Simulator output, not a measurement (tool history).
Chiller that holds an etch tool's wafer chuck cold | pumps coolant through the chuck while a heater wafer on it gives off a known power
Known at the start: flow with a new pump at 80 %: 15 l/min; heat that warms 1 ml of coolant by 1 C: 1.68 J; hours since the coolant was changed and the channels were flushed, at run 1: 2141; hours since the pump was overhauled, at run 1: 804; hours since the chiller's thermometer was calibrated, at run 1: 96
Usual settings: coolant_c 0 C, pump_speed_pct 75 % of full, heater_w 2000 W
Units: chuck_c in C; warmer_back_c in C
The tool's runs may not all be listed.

| run | hour | coolant_c | pump_speed_pct | heater_w | hours since the coolant was changed and the channels were flushed | hours since the pump was overhauled | hours since the chiller's thermometer was calibrated | chuck_c | warmer_back_c |
|---|---|---|---|---|---|---|---|---|---|
| 1 | 0.0 | 0 | 75 | 2000 | 2141 | 804 | 96 | 20.9 | 5.05 |
| 2 | 27.2 | 0 | 75 | 2000 | 2168 | 831 | 123 | 20.7 | 5.07 |
| 3 | 61.3 | 0 | 75 | 2000 | 2202 | 865 | 157 | 20.6 | 5.11 |
| 4 | 88.1 | 0 | 75 | 2000 | 2229 | 892 | 184 | 20.5 | 5.13 |
| 5 | 131.4 | 0 | 75 | 2000 | 2272 | 935 | 227 | 20.4 | 5.13 |
| 6 | 187.7 | 0 | 75 | 2000 | 2329 | 992 | 284 | 20.7 | 5.13 |
| 7 | 243.1 | 0 | 75 | 2000 | 2384 | 1047 | 339 | 20.6 | 5.15 |
| 8 | 283.3 | 0 | 95 | 2000 | 2424 | 1087 | 379 | 16.6 | 4.04 |
| 9 | 331.5 | 0 | 95 | 2000 | 2472 | 1135 | 427 | 16.6 | 4.11 |
| 10 | 375.4 | 0 | 95 | 2000 | 2516 | 1179 | 471 | 16.6 | 4.12 |
| 11 | 417.1 | 0 | 95 | 2000 | 2558 | 1221 | 513 | 16.6 | 4.04 |
| 12 | 446.8 | 9 | 75 | 2000 | 2588 | 1251 | 543 | 29.5 | 5.29 |
| 13 | 493.8 | 0 | 75 | 2000 | 2635 | 1298 | 590 | 20.4 | 5.20 |
| 14 | 545.7 | 0 | 84 | 2000 | 2687 | 1350 | 642 | 18.3 | 4.72 |
| 15 | 603.1 | 0 | 84 | 2000 | 2744 | 1407 | 699 | 18.9 | 4.73 |
| 16 | 632.4 | 0 | 84 | 2000 | 2773 | 1436 | 728 | 18.6 | 4.63 |
| 17 | 687.0 | 0 | 97 | 1195 | 2828 | 1491 | 783 | 9.7 | 2.54 |
| 18 | 742.2 | 0 | 97 | 1195 | 2883 | 1546 | 838 | 9.8 | 2.47 |
| 19 | 792.0 | 0 | 68 | 1099 | 2933 | 1596 | 888 | 12.4 | 3.35 |
| 20 | 838.1 | 6 | 67 | 1364 | 2979 | 1642 | 934 | 21.6 | 4.12 |
| 21 | 896.1 | -2 | 75 | 1554 | 3037 | 1700 | 992 | 13.9 | 4.23 |
| 22 | 945.2 | -2 | 75 | 1554 | 3086 | 1749 | 1041 | 14.0 | 4.23 |
|  | 981.6 | gauge calibrated |
|  | 995.1 | coolant changed, channels flushed |
| 23 | 995.1 | 0 | 89 | 2375 | 0 | 1793 | 1085 | 20.9 | 5.05 |
| 24 | 1019.0 | 0 | 89 | 2375 | 24 | 1817 | 1109 | 20.6 | 5.07 |
| 25 | 1074.1 | 8 | 75 | 2643 | 79 | 1872 | 1164 | 35.1 | 6.77 |
| 26 | 1105.7 | 8 | 75 | 2643 | 111 | 1904 | 1196 | 35.2 | 6.77 |
| 27 | 1153.4 | 8 | 75 | 2643 | 158 | 1951 | 1243 | 35.2 | 6.81 |
| 28 | 1212.1 | 6 | 83 | 1261 | 217 | 2010 | 1302 | 17.8 | 3.03 |
| 29 | 1269.1 | 6 | 83 | 1261 | 274 | 2067 | 1359 | 17.7 | 2.99 |
| 30 | 1298.0 | 3 | 62 | 1311 | 303 | 2096 | 1388 | 19.2 | 4.17 |
| 31 | 1326.3 | 5 | 63 | 2398 | 331 | 2124 | 1416 | 34.1 | 7.43 |
| 32 | 1361.0 | 6 | 81 | 1210 | 366 | 2159 | 1451 | 17.5 | 2.94 |

Forecast each of these 3 alternatives for the next run:
| A | 1394.1 | -3 | 64 | 1230 | 399 | 2192 | 1484 | ? | ? |
| B | 1394.1 | 0 | 64 | 2000 | 399 | 2192 | 1484 | ? | ? |
| C | 1394.1 | 6 | 81 | 1338 | 399 | 2192 | 1484 | ? | ? |

| run | chuck_c | warmer_back_c |
|---|---|---|
| A | 11.7 | 3.81 |
| B | 23.7 | 6.18 |
| C | 18.8 | 3.28 |
Without the tool's hidden state the same runs would have given:
| run | chuck_c | warmer_back_c |
|---|---|---|
| A | 11.7 | 3.69 |
| B | 23.7 | 6.05 |
| C | 18.8 | 3.16 |
